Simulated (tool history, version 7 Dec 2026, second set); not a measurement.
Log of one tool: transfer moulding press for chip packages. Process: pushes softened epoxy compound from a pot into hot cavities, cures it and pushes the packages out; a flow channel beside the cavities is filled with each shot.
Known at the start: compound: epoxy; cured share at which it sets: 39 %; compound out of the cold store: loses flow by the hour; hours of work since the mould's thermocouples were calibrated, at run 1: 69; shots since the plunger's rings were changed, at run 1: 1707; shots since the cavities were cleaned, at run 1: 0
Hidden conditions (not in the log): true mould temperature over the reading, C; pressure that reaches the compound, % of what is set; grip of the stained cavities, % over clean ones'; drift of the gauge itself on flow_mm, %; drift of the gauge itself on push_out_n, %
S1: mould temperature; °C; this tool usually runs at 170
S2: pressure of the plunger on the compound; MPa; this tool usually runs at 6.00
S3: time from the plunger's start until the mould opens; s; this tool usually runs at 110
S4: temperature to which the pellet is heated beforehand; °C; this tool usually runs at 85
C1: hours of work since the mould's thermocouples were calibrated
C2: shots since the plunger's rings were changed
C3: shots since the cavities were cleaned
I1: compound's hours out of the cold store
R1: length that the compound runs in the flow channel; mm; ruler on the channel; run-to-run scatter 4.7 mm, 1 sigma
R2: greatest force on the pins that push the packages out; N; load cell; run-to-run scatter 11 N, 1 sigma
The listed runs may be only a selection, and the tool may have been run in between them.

run,hour,S1,S2,S3,S4,C1,C2,C3,I1,R1,R2
1,0.0,170,6.00,110,85,69,1707,0,34.1,814,494
2,12.2,170,6.00,110,85,77,1835,128,15.7,889,666
3,30.1,170,6.00,110,92,89,2023,316,12.4,899,850
4,47.7,170,6.00,110,92,100,2208,501,32.3,817,936
5,65.0,170,6.00,110,92,111,2390,683,35.2,797,999
6,84.5,170,6.00,110,85,123,2595,888,15.6,876,1109
7,101.7,170,6.00,110,85,134,2776,1069,39.3,779,1051
# hour 109.8: cavities cleaned with cleaning compound and waxed
8,120.1,170,6.72,110,85,145,2954,108,9.7,947,695
9,144.6,170,6.72,110,85,161,3212,366,25.9,864,904
10,156.9,170,6.72,121,85,169,3342,496,11.5,946,877
11,177.8,170,6.72,121,85,182,3561,715,43.6,790,938
12,192.3,170,6.72,121,85,191,3714,868,10.1,948,1000
13,210.5,170,6.00,110,85,203,3905,1059,34.5,780,1079
# hour 221.2: cavities cleaned with cleaning compound and waxed
14,235.0,170,6.00,110,85,218,4148,146,32.2,787,682
15,252.2,170,6.00,110,85,229,4329,327,23.8,825,853
# hour 270.2: plunger's sealing rings changed
16,279.0,169,7.20,110,81,244,92,582,42.3,883,1060
17,300.5,163,6.97,123,88,258,318,808,12.1,1036,1508
18,311.4,163,6.97,123,88,265,433,923,37.2,921,1457
# hour 334.0: cavities cleaned with cleaning compound and waxed
19,336.1,163,6.97,142,83,280,677,22,37.0,914,550
20,346.3,163,6.97,142,83,287,784,129,44.9,871,697
21,356.9,166,6.22,91,83,293,896,241,44.5,809,1486
22,375.7,166,6.22,91,83,305,1093,438,13.6,944,1913

Estimate the outcome of run 23 from the log above:
23,392.8,166,7.04,91,91,316,1274,619,18.1,?,?

{"run 23": {"R1": 990, "R2": 2141}}
Minus the tool's unlogged condition, the same run would have read R1 1007 mm, R2 995 N.

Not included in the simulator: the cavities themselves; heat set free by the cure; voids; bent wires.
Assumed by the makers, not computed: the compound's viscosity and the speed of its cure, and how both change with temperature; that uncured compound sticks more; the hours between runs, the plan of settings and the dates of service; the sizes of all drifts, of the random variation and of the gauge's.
